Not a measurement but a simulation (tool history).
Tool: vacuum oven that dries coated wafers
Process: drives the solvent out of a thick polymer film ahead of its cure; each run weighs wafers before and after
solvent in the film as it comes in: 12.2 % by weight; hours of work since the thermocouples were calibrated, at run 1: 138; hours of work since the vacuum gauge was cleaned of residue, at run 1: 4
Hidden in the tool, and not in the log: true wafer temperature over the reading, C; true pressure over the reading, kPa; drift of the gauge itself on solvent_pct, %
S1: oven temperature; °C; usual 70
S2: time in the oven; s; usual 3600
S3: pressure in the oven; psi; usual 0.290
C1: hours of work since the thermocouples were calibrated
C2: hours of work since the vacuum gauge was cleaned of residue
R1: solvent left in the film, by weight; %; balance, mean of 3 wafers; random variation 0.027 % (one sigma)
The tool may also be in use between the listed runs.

run 1 hour=0.0 | S1=70 S2=3600 S3=0.290 | C1=138 C2=4 | R1=1.19
run 2 hour=5.9 | S1=70 S2=3600 S3=0.290 | C1=143 C2=9 | R1=1.19
run 3 hour=16.0 | S1=70 S2=3600 S3=0.290 | C1=150 C2=17 | R1=1.21
run 4 hour=21.8 | S1=70 S2=3600 S3=0.290 | C1=155 C2=21 | R1=1.22
run 5 hour=33.3 | S1=70 S2=3600 S3=0.290 | C1=164 C2=30 | R1=1.22
run 6 hour=43.2 | S1=70 S2=3600 S3=0.290 | C1=171 C2=38 | R1=1.19
run 7 hour=50.4 | S1=70 S2=3600 S3=0.290 | C1=177 C2=43 | R1=1.19
run 8 hour=61.2 | S1=70 S2=3600 S3=0.290 | C1=185 C2=51 | R1=1.18
run 9 hour=66.6 | S1=70 S2=3600 S3=0.290 | C1=189 C2=56 | R1=1.22
run 10 hour=74.0 | S1=70 S2=3600 S3=0.321 | C1=195 C2=61 | R1=1.20
run 11 hour=82.1 | S1=70 S2=3600 S3=0.290 | C1=201 C2=67 | R1=1.19
run 12 hour=88.6 | S1=70 S2=3600 S3=0.290 | C1=206 C2=73 | R1=1.19
run 13 hour=100.2 | S1=70 S2=3600 S3=0.290 | C1=215 C2=81 | R1=1.25
run 14 hour=110.5 | S1=70 S2=3600 S3=0.290 | C1=223 C2=89 | R1=1.18
run 15 hour=116.9 | S1=70 S2=3600 S3=0.290 | C1=228 C2=94 | R1=1.19
run 16 hour=125.8 | S1=70 S2=3600 S3=0.290 | C1=235 C2=101 | R1=1.20
run 17 hour=131.9 | S1=67 S2=5100 S3=0.290 | C1=240 C2=106 | R1=0.96
run 18 hour=141.9 | S1=57 S2=3600 S3=0.487 | C1=247 C2=114 | R1=3.97
run 19 hour=153.6 | S1=57 S2=3600 S3=0.487 | C1=256 C2=123 | R1=4.01
run 20 hour=160.8 | S1=62 S2=2460 S3=0.341 | C1=262 C2=128 | R1=3.77
run 21 hour=172.3 | S1=76 S2=2220 S3=0.492 | C1=271 C2=137 | R1=1.69
run 22 hour=182.8 | S1=84 S2=4380 S3=0.352 | C1=279 C2=145 | R1=0.32
run 23 hour=195.5 | S1=70 S2=3000 S3=0.672 | C1=289 C2=155 | R1=2.16
run 24 hour=201.0 | S1=82 S2=3600 S3=0.605 | C1=293 C2=159 | R1=0.73
run 25 hour=210.0 | S1=61 S2=3600 S3=0.605 | C1=300 C2=166 | R1=3.32
run 26 hour=219.2 | S1=61 S2=3600 S3=0.605 | C1=307 C2=173 | R1=3.31
run 27 hour=229.2 | S1=69 S2=4680 S3=0.371 | C1=315 C2=181 | R1=1.04
run 28 hour=241.1 | S1=67 S2=2400 S3=0.371 | C1=324 C2=190 | R1=2.84
run 29 hour=250.5 | S1=70 S2=5940 S3=0.529 | C1=331 C2=197 | R1=1.04
run 30 hour=259.4 | S1=66 S2=4440 S3=0.177 | C1=338 C2=204 | R1=1.10
run 31 hour=271.4 | S1=66 S2=4860 S3=0.290 | C1=347 C2=213 | R1=1.13

3 ways to go on from here, each from the tool as it stands after run 31. What would each give?
run A hour=278.7 | S1=81 S2=2700 S3=0.525 | C1=353 C2=219 | R1=?
run B hour=278.7 | S1=70 S2=3600 S3=0.352 | C1=353 C2=219 | R1=?
run C hour=278.7 | S1=57 S2=5160 S3=1.021 | C1=353 C2=219 | R1=?

run=A R1=0.87
run=B R1=1.29
run=C R1=4.33
Without the tool's hidden state the same runs would have given:
run=A R1=0.87
run=B R1=1.30
run=C R1=4.35
